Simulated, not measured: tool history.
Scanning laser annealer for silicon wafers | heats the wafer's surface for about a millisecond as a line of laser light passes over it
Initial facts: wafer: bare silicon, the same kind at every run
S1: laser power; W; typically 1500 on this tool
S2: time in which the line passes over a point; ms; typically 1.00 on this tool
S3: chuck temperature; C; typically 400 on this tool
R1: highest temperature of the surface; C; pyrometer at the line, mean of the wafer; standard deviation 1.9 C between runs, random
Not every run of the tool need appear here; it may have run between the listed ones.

{"run": 1, "hour": 0.0, "S1": 1500, "S2": 1.0, "S3": 400, "R1": 1157}
{"run": 2, "hour": 12.1, "S1": 1500, "S2": 1.18, "S3": 400, "R1": 1218}
{"run": 3, "hour": 24.3, "S1": 1500, "S2": 1.18, "S3": 389, "R1": 1206}
{"run": 4, "hour": 31.8, "S1": 1500, "S2": 1.18, "S3": 389, "R1": 1206}
{"run": 5, "hour": 39.2, "S1": 1607, "S2": 1.0, "S3": 400, "R1": 1210}
{"run": 6, "hour": 47.9, "S1": 1500, "S2": 1.08, "S3": 400, "R1": 1186}
{"run": 7, "hour": 64.4, "S1": 1500, "S2": 1.08, "S3": 400, "R1": 1185}
{"run": 8, "hour": 73.1, "S1": 1500, "S2": 1.08, "S3": 400, "R1": 1185}
{"run": 9, "hour": 84.2, "S1": 1427, "S2": 0.72, "S3": 376, "R1": 1001}
{"run": 10, "hour": 92.6, "S1": 1427, "S2": 0.72, "S3": 376, "R1": 999}
{"run": 11, "hour": 106.4, "S1": 1500, "S2": 1.09, "S3": 400, "R1": 1190}
{"hour": 116.6, "done": "window over the wafer cleaned"}
{"run": 12, "hour": 117.0, "S1": 1500, "S2": 1.09, "S3": 400, "R1": 1189}

Below are 5 alternative next runs, each starting from the tool's condition after run 12. Predict each:
{"run": "A", "hour": 127.0, "S1": 1397, "S2": 1.0, "S3": 388, "R1": "?"}
{"run": "B", "hour": 127.0, "S1": 1304, "S2": 0.84, "S3": 400, "R1": "?"}
{"run": "C", "hour": 127.0, "S1": 1500, "S2": 1.09, "S3": 431, "R1": "?"}
{"run": "D", "hour": 127.0, "S1": 1277, "S2": 1.13, "S3": 378, "R1": "?"}
{"run": "E", "hour": 127.0, "S1": 1504, "S2": 1.0, "S3": 375, "R1": "?"}

run=A R1=1095
run=B R1=1010
run=C R1=1218
run=D R1=1060
run=E R1=1136
Without the tool's unlogged condition, the same runs would have read:
run=A R1=1096
run=B R1=1010
run=C R1=1218
run=D R1=1060
run=E R1=1137
